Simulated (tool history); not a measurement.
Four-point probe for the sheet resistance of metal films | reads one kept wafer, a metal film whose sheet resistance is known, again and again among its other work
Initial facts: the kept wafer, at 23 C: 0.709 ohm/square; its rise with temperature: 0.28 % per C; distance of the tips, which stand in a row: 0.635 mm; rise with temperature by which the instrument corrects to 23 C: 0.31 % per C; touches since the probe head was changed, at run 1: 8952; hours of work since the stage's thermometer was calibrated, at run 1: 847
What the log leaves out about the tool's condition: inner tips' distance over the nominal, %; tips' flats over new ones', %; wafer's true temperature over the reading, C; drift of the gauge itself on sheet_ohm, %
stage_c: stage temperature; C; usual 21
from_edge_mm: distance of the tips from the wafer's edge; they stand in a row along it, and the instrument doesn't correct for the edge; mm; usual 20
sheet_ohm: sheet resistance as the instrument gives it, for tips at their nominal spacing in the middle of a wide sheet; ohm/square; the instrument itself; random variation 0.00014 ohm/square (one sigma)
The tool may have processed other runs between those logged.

run	hour	stage_c	from_edge_mm	touches since the probe head was changed	hours of work since the stage's thermometer was calibrated	sheet_ohm
1	0	21	20	8952	847	0.709003
2	9.5	21	20	9412	854	0.708496
3	21.1	21	20	9972	863	0.708583
4	30	26	20	10405	869	0.707625
5	42.2	21	20	10994	878	0.708368
6	57	27	6	11708	889	0.711088
7	68.1	27	5	12248	897	0.71313
8	87	24	20	13162	911	0.707834
9	94.9	21	21	13546	916	0.708283

For run 10, what comes out?
10	105.2	21	21	14041	924	?

sheet_ohm: 0.708599 ohm/square
With no hidden state in the tool, this same run would have given sheet_ohm 0.709907 ohm/square.
